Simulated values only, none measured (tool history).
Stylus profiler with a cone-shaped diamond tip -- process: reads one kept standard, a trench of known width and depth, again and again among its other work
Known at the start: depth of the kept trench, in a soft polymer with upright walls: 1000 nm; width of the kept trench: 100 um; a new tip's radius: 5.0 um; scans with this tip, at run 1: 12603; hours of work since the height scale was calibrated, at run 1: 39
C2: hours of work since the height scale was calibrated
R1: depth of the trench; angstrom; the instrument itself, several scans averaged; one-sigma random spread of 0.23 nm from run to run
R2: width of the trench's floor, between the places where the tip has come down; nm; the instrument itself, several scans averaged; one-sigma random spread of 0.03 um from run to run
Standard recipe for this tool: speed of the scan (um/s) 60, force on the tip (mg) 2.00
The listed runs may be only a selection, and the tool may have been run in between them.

run 1 hour=0.0 | speed_of_the_scan_(um/s)=60 force_on_the_tip_(mg)=2.00 | scans_with_this_tip=12603 C2=39 | R1=10138.5 R2=90010
run 2 hour=126.3 | speed_of_the_scan_(um/s)=60 force_on_the_tip_(mg)=5.62 | scans_with_this_tip=12947 C2=122 | R1=10286.2 R2=90060
run 3 hour=199.4 | speed_of_the_scan_(um/s)=60 force_on_the_tip_(mg)=5.62 | scans_with_this_tip=13146 C2=169 | R1=10283.3 R2=89970
run 4 hour=276.5 | speed_of_the_scan_(um/s)=60 force_on_the_tip_(mg)=5.62 | scans_with_this_tip=13356 C2=220 | R1=10277.9 R2=89940
run 5 hour=374.8 | speed_of_the_scan_(um/s)=60 force_on_the_tip_(mg)=5.62 | scans_with_this_tip=13624 C2=284 | R1=10276.5 R2=89850
run 6 hour=484.2 | speed_of_the_scan_(um/s)=60 force_on_the_tip_(mg)=2.00 | scans_with_this_tip=13922 C2=356 | R1=10131.5 R2=89710
run 7 hour=581.7 | speed_of_the_scan_(um/s)=60 force_on_the_tip_(mg)=2.00 | scans_with_this_tip=14187 C2=420 | R1=10129.1 R2=89610
run 8 hour=725.0 | speed_of_the_scan_(um/s)=60 force_on_the_tip_(mg)=2.00 | scans_with_this_tip=14577 C2=514 | R1=10119.3 R2=89550
run 9 hour=786.9 | speed_of_the_scan_(um/s)=60 force_on_the_tip_(mg)=2.00 | scans_with_this_tip=14746 C2=554 | R1=10125.8 R2=89500
run 10 hour=848.2 | speed_of_the_scan_(um/s)=60 force_on_the_tip_(mg)=2.00 | scans_with_this_tip=14913 C2=595 | R1=10119.6 R2=89520
run 11 hour=915.2 | speed_of_the_scan_(um/s)=60 force_on_the_tip_(mg)=2.00 | scans_with_this_tip=15095 C2=638 | R1=10120.5 R2=89470
run 12 hour=1022.6 | speed_of_the_scan_(um/s)=60 force_on_the_tip_(mg)=2.00 | scans_with_this_tip=15388 C2=709 | R1=10114.2 R2=89380
run 13 hour=1106.7 | speed_of_the_scan_(um/s)=60 force_on_the_tip_(mg)=2.00 | scans_with_this_tip=15617 C2=764 | R1=10112.0 R2=89290
run 14 hour=1243.6 | speed_of_the_scan_(um/s)=60 force_on_the_tip_(mg)=2.00 | scans_with_this_tip=15989 C2=854 | R1=10110.9 R2=89190
-- hour=1318.7 height scale calibrated on a step standard
run 15 hour=1320.2 | speed_of_the_scan_(um/s)=60 force_on_the_tip_(mg)=0.99 | scans_with_this_tip=16196 C2=1 | R1=10095.3 R2=89050
run 16 hour=1409.9 | speed_of_the_scan_(um/s)=40 force_on_the_tip_(mg)=0.99 | scans_with_this_tip=16441 C2=60 | R1=10092.5 R2=89170
run 17 hour=1470.8 | speed_of_the_scan_(um/s)=40 force_on_the_tip_(mg)=0.99 | scans_with_this_tip=16606 C2=100 | R1=10090.6 R2=89060
run 18 hour=1566.8 | speed_of_the_scan_(um/s)=40 force_on_the_tip_(mg)=0.99 | scans_with_this_tip=16868 C2=163 | R1=10087.3 R2=89020
run 19 hour=1691.3 | speed_of_the_scan_(um/s)=60 force_on_the_tip_(mg)=2.00 | scans_with_this_tip=17207 C2=244 | R1=10142.5 R2=88910
run 20 hour=1780.7 | speed_of_the_scan_(um/s)=60 force_on_the_tip_(mg)=2.00 | scans_with_this_tip=17450 C2=303 | R1=10137.5 R2=88900
run 21 hour=1899.5 | speed_of_the_scan_(um/s)=44 force_on_the_tip_(mg)=5.20 | scans_with_this_tip=17774 C2=381 | R1=10256.4 R2=88990
run 22 hour=2024.6 | speed_of_the_scan_(um/s)=131 force_on_the_tip_(mg)=2.87 | scans_with_this_tip=18114 C2=463 | R1=10170.9 R2=88570
run 23 hour=2102.5 | speed_of_the_scan_(um/s)=227 force_on_the_tip_(mg)=2.45 | scans_with_this_tip=18326 C2=514 | R1=10151.2 R2=88150
run 24 hour=2206.6 | speed_of_the_scan_(um/s)=58 force_on_the_tip_(mg)=2.45 | scans_with_this_tip=18610 C2=582 | R1=10150.0 R2=88630
run 25 hour=2280.0 | speed_of_the_scan_(um/s)=58 force_on_the_tip_(mg)=2.45 | scans_with_this_tip=18810 C2=630 | R1=10149.9 R2=88730
run 26 hour=2346.7 | speed_of_the_scan_(um/s)=52 force_on_the_tip_(mg)=2.45 | scans_with_this_tip=18991 C2=674 | R1=10142.9 R2=88610
-- hour=2430.9 new tip fitted, height scale calibrated
run 27 hour=2469.7 | speed_of_the_scan_(um/s)=62 force_on_the_tip_(mg)=4.84 | scans_with_this_tip=106 C2=25 | R1=10263.7 R2=93770
run 28 hour=2567.3 | speed_of_the_scan_(um/s)=94 force_on_the_tip_(mg)=1.39 | scans_with_this_tip=372 C2=89 | R1=10106.2 R2=93410
run 29 hour=2633.0 | speed_of_the_scan_(um/s)=129 force_on_the_tip_(mg)=2.00 | scans_with_this_tip=550 C2=132 | R1=10137.0 R2=93370
run 30 hour=2710.5 | speed_of_the_scan_(um/s)=34 force_on_the_tip_(mg)=2.97 | scans_with_this_tip=761 C2=183 | R1=10177.2 R2=93590
run 31 hour=2793.4 | speed_of_the_scan_(um/s)=15 force_on_the_tip_(mg)=1.64 | scans_with_this_tip=987 C2=237 | R1=10117.0 R2=93620
run 32 hour=2900.3 | speed_of_the_scan_(um/s)=24 force_on_the_tip_(mg)=2.00 | scans_with_this_tip=1278 C2=308 | R1=10130.0 R2=93370
run 33 hour=2996.4 | speed_of_the_scan_(um/s)=193 force_on_the_tip_(mg)=0.89 | scans_with_this_tip=1540 C2=371 | R1=10067.3 R2=92370
run 34 hour=3124.4 | speed_of_the_scan_(um/s)=193 force_on_the_tip_(mg)=0.89 | scans_with_this_tip=1888 C2=454 | R1=10067.3 R2=92240
run 35 hour=3204.7 | speed_of_the_scan_(um/s)=225 force_on_the_tip_(mg)=1.88 | scans_with_this_tip=2107 C2=507 | R1=10114.7 R2=92400
run 36 hour=3327.1 | speed_of_the_scan_(um/s)=99 force_on_the_tip_(mg)=1.93 | scans_with_this_tip=2440 C2=587 | R1=10118.7 R2=92790
run 37 hour=3444.5 | speed_of_the_scan_(um/s)=56 force_on_the_tip_(mg)=0.69 | scans_with_this_tip=2760 C2=664 | R1=10041.6 R2=92630
run 38 hour=3533.4 | speed_of_the_scan_(um/s)=203 force_on_the_tip_(mg)=2.22 | scans_with_this_tip=3002 C2=722 | R1=10125.7 R2=92190

Below are 5 alternative next runs, each starting from the tool's condition after run 38. Predict each:
run A hour=3603.6 | speed_of_the_scan_(um/s)=16 force_on_the_tip_(mg)=2.22 | scans_with_this_tip=3193 C2=768 | R1=? R2=?
run B hour=3603.6 | speed_of_the_scan_(um/s)=60 force_on_the_tip_(mg)=1.05 | scans_with_this_tip=3193 C2=768 | R1=? R2=?
run C hour=3603.6 | speed_of_the_scan_(um/s)=41 force_on_the_tip_(mg)=0.72 | scans_with_this_tip=3193 C2=768 | R1=? R2=?
run D hour=3603.6 | speed_of_the_scan_(um/s)=67 force_on_the_tip_(mg)=2.92 | scans_with_this_tip=3193 C2=768 | R1=? R2=?
run E hour=3603.6 | speed_of_the_scan_(um/s)=20 force_on_the_tip_(mg)=3.76 | scans_with_this_tip=3193 C2=768 | R1=? R2=?

run=A R1=10122.5 R2=92750
run=B R1=10059.0 R2=92570
run=C R1=10040.2 R2=92630
run=D R1=10152.9 R2=92670
run=E R1=10188.0 R2=92820
With the hidden condition removed and each run's random variation left untouched, the same runs would have given:
run=A R1=10156.6 R2=93860
run=B R1=10092.8 R2=93680
run=C R1=10074.0 R2=93750
run=D R1=10187.1 R2=93780
run=E R1=10222.3 R2=93940

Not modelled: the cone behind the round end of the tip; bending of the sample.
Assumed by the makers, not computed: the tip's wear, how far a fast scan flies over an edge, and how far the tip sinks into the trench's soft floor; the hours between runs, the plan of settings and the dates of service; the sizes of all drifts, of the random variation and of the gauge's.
